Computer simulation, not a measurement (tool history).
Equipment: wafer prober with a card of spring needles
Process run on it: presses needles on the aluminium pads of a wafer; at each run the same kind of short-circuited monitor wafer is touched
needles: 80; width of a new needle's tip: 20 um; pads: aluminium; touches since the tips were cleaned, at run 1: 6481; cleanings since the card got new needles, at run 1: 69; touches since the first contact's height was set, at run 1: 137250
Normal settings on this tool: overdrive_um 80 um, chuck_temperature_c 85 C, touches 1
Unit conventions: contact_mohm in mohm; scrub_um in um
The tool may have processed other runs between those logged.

| run | hour | overdrive_um | chuck_temperature_c | touches | touches since the tips were cleaned | cleanings since the card got new needles | touches since the first contact's height was set | contact_mohm | scrub_um |
|---|---|---|---|---|---|---|---|---|---|
| 1 | 0 | 80 | 85 | 1 | 6481 | 69 | 137250 | 199 | 15.77 |
|  | 4.7 | tips cleaned on abrasive film |
| 2 | 19 | 93 | 85 | 1 | 6343 | 70 | 145622 | 185 | 18.34 |
|  | 24.7 | tips cleaned on abrasive film |
|  | 43.8 | tips cleaned on abrasive film |
| 3 | 50.8 | 60 | 85 | 1 | 3090 | 72 | 159644 | 225 | 11.73 |
|  | 60.1 | height of the first contact set anew |
|  | 63 | tips cleaned on abrasive film |
|  | 83.8 | tips cleaned on abrasive film |
| 4 | 83.8 | 80 | 85 | 3 | 0 | 74 | 10432 | 141 | 16 |
|  | 103.4 | tips cleaned on abrasive film |
| 5 | 111.5 | 80 | 85 | 3 | 3604 | 75 | 22669 | 157 | 15.97 |
|  | 123.2 | tips cleaned on abrasive film |
|  | 143.8 | tips cleaned on abrasive film |
| 6 | 143.8 | 80 | 85 | 3 | 0 | 77 | 36898 | 143 | 15.95 |
|  | 163 | tips cleaned on abrasive film |
| 7 | 175.3 | 80 | 28 | 1 | 5432 | 78 | 50828 | 200 | 15.95 |
|  | 182.1 | tips cleaned on abrasive film |
| 8 | 197.4 | 80 | 85 | 1 | 6776 | 79 | 60582 | 201 | 15.92 |
|  | 201.8 | tips cleaned on abrasive film |
|  | 220.9 | tips cleaned on abrasive film |
| 9 | 226.8 | 82 | 85 | 1 | 2619 | 81 | 73568 | 185 | 16.3 |
|  | 240.3 | tips cleaned on abrasive film |
| 10 | 246.9 | 82 | 85 | 1 | 2938 | 82 | 82437 | 188 | 16.3 |
|  | 260.3 | tips cleaned on abrasive film |
| 11 | 270.4 | 82 | 85 | 1 | 4489 | 83 | 92796 | 197 | 16.21 |
|  | 280.8 | tips cleaned on abrasive film |
| 12 | 296 | 62 | 85 | 1 | 6731 | 84 | 104112 | 240 | 12.24 |
|  | 300.3 | tips cleaned on abrasive film |
|  | 321.4 | tips cleaned on abrasive film |
| 13 | 323.9 | 80 | 85 | 1 | 1113 | 86 | 116412 | 169 | 15.81 |
|  | 342 | tips cleaned on abrasive film |
| 14 | 355 | 80 | 85 | 1 | 5762 | 87 | 130153 | 202 | 15.79 |
|  | 362.2 | tips cleaned on abrasive film |
|  | 381.1 | tips cleaned on abrasive film |
| 15 | 381.1 | 80 | 85 | 1 | 0 | 89 | 141639 | 148 | 15.75 |
|  | 401.2 | tips cleaned on abrasive film |
| 16 | 410 | 80 | 85 | 1 | 3885 | 90 | 154412 | 197 | 15.75 |
|  | 420.7 | tips cleaned on abrasive film |
|  | 430.3 | height of the first contact set anew |
| 17 | 432.1 | 76 | 27 | 1 | 4926 | 91 | 797 | 200 | 15.2 |
|  | 441.6 | tips cleaned on abrasive film |
| 18 | 455.3 | 76 | 27 | 1 | 6110 | 92 | 11079 | 209 | 15.14 |
|  | 461.1 | tips cleaned on abrasive film |
|  | 480.1 | tips cleaned on abrasive film |
| 19 | 485.4 | 76 | 27 | 1 | 2333 | 94 | 24317 | 184 | 15.19 |
|  | 499.1 | tips cleaned on abrasive film |
|  | 519.3 | tips cleaned on abrasive film |
| 20 | 521 | 76 | 27 | 1 | 783 | 96 | 40048 | 161 | 15.12 |
|  | 540.4 | tips cleaned on abrasive film |
| 21 | 553.3 | 80 | 59 | 1 | 5724 | 97 | 54313 | 197 | 15.89 |
|  | 560 | tips cleaned on abrasive film |
|  | 579.8 | tips cleaned on abrasive film |
| 22 | 579.8 | 80 | 48 | 1 | 0 | 99 | 65966 | 140 | 15.86 |
|  | 598.6 | tips cleaned on abrasive film |
| 23 | 605 | 81 | 93 | 2 | 2829 | 100 | 77127 | 168 | 16.09 |
|  | 618.7 | tips cleaned on abrasive film |
|  | 640.2 | tips cleaned on abrasive film |
| 24 | 642.2 | 70 | 69 | 2 | 877 | 102 | 93545 | 165 | 13.85 |
|  | 659.3 | tips cleaned on abrasive film |
| 25 | 659.3 | 70 | 69 | 2 | 0 | 103 | 101056 | 148 | 13.84 |
| 26 | 676.3 | 70 | 89 | 2 | 7558 | 103 | 108614 | 190 | 13.81 |
|  | 679.9 | tips cleaned on abrasive film |
| 27 | 695.1 | 80 | 85 | 1 | 6746 | 104 | 116913 | 204 | 15.86 |
|  | 699 | tips cleaned on abrasive film |
|  | 719.4 | tips cleaned on abrasive film |
| 28 | 731.2 | 80 | 85 | 1 | 5245 | 106 | 132863 | 198 | 15.83 |
|  | 738.9 | tips cleaned on abrasive film |
|  | 758.5 | tips cleaned on abrasive film |
| 29 | 758.8 | 80 | 85 | 1 | 157 | 108 | 145001 | 150 | 15.75 |
|  | 777.4 | tips cleaned on abrasive film |
| 30 | 777.4 | 80 | 85 | 1 | 0 | 109 | 153188 | 150 | 15.82 |
|  | 797.3 | tips cleaned on abrasive film |
|  | 799.7 | height of the first contact set anew |
| 31 | 799.7 | 72 | 85 | 1 | 936 | 110 | 0 | 171 | 14.4 |

Subtracting, for every run, the result it would have given without the tool's unlogged condition from the measured result gives the following. The same run-to-run variation enters both numbers; the gauge's scatter may not:
The hidden state here: debris on the tips, nm; way that the needles fall short of the set height, um; tips' diameter, um; drift of the gauge itself on contact_mohm, %; drift of the gauge itself on scrub_um, %.
| run | contact_mohm | scrub_um |
|---|---|---|
| 1 | +61 | -0.21 |
| 2 | +47 | -0.21 |
| 3 | +83 | -0.24 |
| 4 | +3 | -0.03 |
| 5 | +19 | -0.03 |
| 6 | +3 | -0.06 |
| 7 | +66 | -0.07 |
| 8 | +62 | -0.08 |
| 9 | +46 | -0.11 |
| 10 | +49 | -0.13 |
| 11 | +57 | -0.13 |
| 12 | +99 | -0.14 |
| 13 | +27 | -0.16 |
| 14 | +62 | -0.18 |
| 15 | +7 | -0.2 |
| 16 | +56 | -0.22 |
| 17 | +69 | +0 |
| 18 | +75 | -0.01 |
| 19 | +50 | -0.03 |
| 20 | +27 | -0.06 |
| 21 | +63 | -0.07 |
| 22 | +6 | -0.1 |
| 23 | +28 | -0.11 |
| 24 | +24 | -0.13 |
| 25 | +6 | -0.15 |
| 26 | +50 | -0.15 |
| 27 | +64 | -0.16 |
| 28 | +62 | -0.19 |
| 29 | +10 | -0.21 |
| 30 | +9 | -0.23 |
| 31 | +31 | +0 |

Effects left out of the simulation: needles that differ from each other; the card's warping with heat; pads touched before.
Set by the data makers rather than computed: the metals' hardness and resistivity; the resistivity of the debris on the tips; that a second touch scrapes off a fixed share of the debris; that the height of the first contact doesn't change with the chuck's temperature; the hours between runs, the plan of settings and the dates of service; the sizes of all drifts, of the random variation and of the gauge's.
